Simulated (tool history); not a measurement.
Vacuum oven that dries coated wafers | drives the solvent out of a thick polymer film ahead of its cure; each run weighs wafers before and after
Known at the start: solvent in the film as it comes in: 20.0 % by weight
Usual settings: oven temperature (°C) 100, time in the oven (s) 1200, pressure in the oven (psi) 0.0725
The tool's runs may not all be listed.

Run 1, hour 0.0: usual settings. Result: solvent left in the film (%) 3.80.
Run 2, hour 32.5: usual settings. Result: solvent left in the film (%) 3.82.
Run 3, hour 78.5: usual settings. Result: solvent left in the film (%) 3.89.
Run 4, hour 109.0: usual settings. Result: solvent left in the film (%) 3.86.
Run 5, hour 167.1: usual settings. Result: solvent left in the film (%) 3.94.
Run 6, hour 239.2: usual settings but pressure in the oven (psi) 0.1033. Result: solvent left in the film (%) 3.84.
Run 7, hour 271.9: usual settings but pressure in the oven (psi) 0.1033. Result: solvent left in the film (%) 3.93.
Run 8, hour 336.2: usual settings. Result: solvent left in the film (%) 3.90.
Run 9, hour 366.1: usual settings. Result: solvent left in the film (%) 3.87.
Run 10, hour 420.9: usual settings. Result: solvent left in the film (%) 3.72.
Run 11, hour 480.3: usual settings but time in the oven (s) 1560. Result: solvent left in the film (%) 2.56.
Run 12, hour 525.0: usual settings but time in the oven (s) 1560. Result: solvent left in the film (%) 2.55.
Run 13, hour 579.5: usual settings but time in the oven (s) 1560. Result: solvent left in the film (%) 2.54.
Run 14, hour 622.3: usual settings but time in the oven (s) 1080. Result: solvent left in the film (%) 4.38.
Run 15, hour 693.5: usual settings but time in the oven (s) 1080. Result: solvent left in the film (%) 4.52.
Run 16, hour 750.7: usual settings but time in the oven (s) 900. Result: solvent left in the film (%) 5.50.
Run 17, hour 806.7: usual settings. Result: solvent left in the film (%) 3.77.
Run 18, hour 878.4: usual settings but oven temperature (°C) 93. Result: solvent left in the film (%) 5.64.
Run 19, hour 908.9: usual settings but oven temperature (°C) 93, time in the oven (s) 1380. Result: solvent left in the film (%) 4.69.
Run 20, hour 962.2: usual settings but time in the oven (s) 780. Result: solvent left in the film (%) 6.24.
Run 21, hour 1029.2: usual settings but oven temperature (°C) 93, time in the oven (s) 780, pressure in the oven (psi) 0.0969. Result: solvent left in the film (%) 7.94.
Run 22, hour 1090.2: usual settings but oven temperature (°C) 93, time in the oven (s) 780, pressure in the oven (psi) 0.0969. Result: solvent left in the film (%) 8.07.
Run 23, hour 1132.0: usual settings but oven temperature (°C) 94, time in the oven (s) 900, pressure in the oven (psi) 0.1331. Result: solvent left in the film (%) 7.06.
Run 24, hour 1177.9: usual settings but oven temperature (°C) 104, time in the oven (s) 720, pressure in the oven (psi) 0.1130. Result: solvent left in the film (%) 5.82.
Run 25, hour 1234.1: usual settings but oven temperature (°C) 104, time in the oven (s) 780, pressure in the oven (psi) 0.1130. Result: solvent left in the film (%) 5.41.
Run 26, hour 1306.4: usual settings but oven temperature (°C) 104, time in the oven (s) 1260, pressure in the oven (psi) 0.1649. Result: solvent left in the film (%) 2.76.
Run 27, hour 1376.5: usual settings but oven temperature (°C) 104, time in the oven (s) 1260, pressure in the oven (psi) 0.1649. Result: solvent left in the film (%) 2.89.
Run 28, hour 1425.6: usual settings but oven temperature (°C) 104, time in the oven (s) 1260, pressure in the oven (psi) 0.1649. Result: solvent left in the film (%) 2.76.
Run 29, hour 1496.6: usual settings but oven temperature (°C) 104, time in the oven (s) 780, pressure in the oven (psi) 0.2570. Result: solvent left in the film (%) 5.43.
Run 30, hour 1548.2: usual settings but oven temperature (°C) 99, time in the oven (s) 1440, pressure in the oven (psi) 0.0679. Result: solvent left in the film (%) 3.10.
Run 31, hour 1593.9: usual settings but oven temperature (°C) 99, time in the oven (s) 1440, pressure in the oven (psi) 0.0679. Result: solvent left in the film (%) 3.26.
Run 32, hour 1636.1: usual settings but oven temperature (°C) 99, time in the oven (s) 1440, pressure in the oven (psi) 0.0679. Result: solvent left in the film (%) 3.16.
Run 33, hour 1673.6: usual settings but oven temperature (°C) 99, time in the oven (s) 1440, pressure in the oven (psi) 0.0679. Result: solvent left in the film (%) 2.99.
Run 34, hour 1736.3: usual settings but oven temperature (°C) 99, time in the oven (s) 1440, pressure in the oven (psi) 0.0679. Result: solvent left in the film (%) 3.07.
Run 35, hour 1807.0: usual settings but oven temperature (°C) 111, time in the oven (s) 1560, pressure in the oven (psi) 0.0364. Result: solvent left in the film (%) 0.94.
Run 36, hour 1855.5: usual settings but oven temperature (°C) 99, time in the oven (s) 600, pressure in the oven (psi) 0.0386. Result: solvent left in the film (%) 8.30.
Run 37, hour 1894.0: usual settings but oven temperature (°C) 89, time in the oven (s) 1740, pressure in the oven (psi) 0.0457. Result: solvent left in the film (%) 4.46.
Run 38, hour 1930.5: usual settings but oven temperature (°C) 89, time in the oven (s) 1740, pressure in the oven (psi) 0.0457. Result: solvent left in the film (%) 4.46.
Run 39, hour 1961.2: usual settings but oven temperature (°C) 109, pressure in the oven (psi) 0.1201. Result: solvent left in the film (%) 2.02.
Run 40, hour 2021.0: usual settings but time in the oven (s) 1920, pressure in the oven (psi) 0.1094. Result: solvent left in the film (%) 1.68.

Not shown: 1 entry that the log had between the listed runs. Between which runs, and how does the tool's hidden state differ before and after?
Between runs 25 and 26: oven's thermocouples calibrated (hour 1275.5)
  true wafer temperature over the reading, C: -0.07 -> -0.02; true pressure over the reading, kPa: 0.025 -> 0.026

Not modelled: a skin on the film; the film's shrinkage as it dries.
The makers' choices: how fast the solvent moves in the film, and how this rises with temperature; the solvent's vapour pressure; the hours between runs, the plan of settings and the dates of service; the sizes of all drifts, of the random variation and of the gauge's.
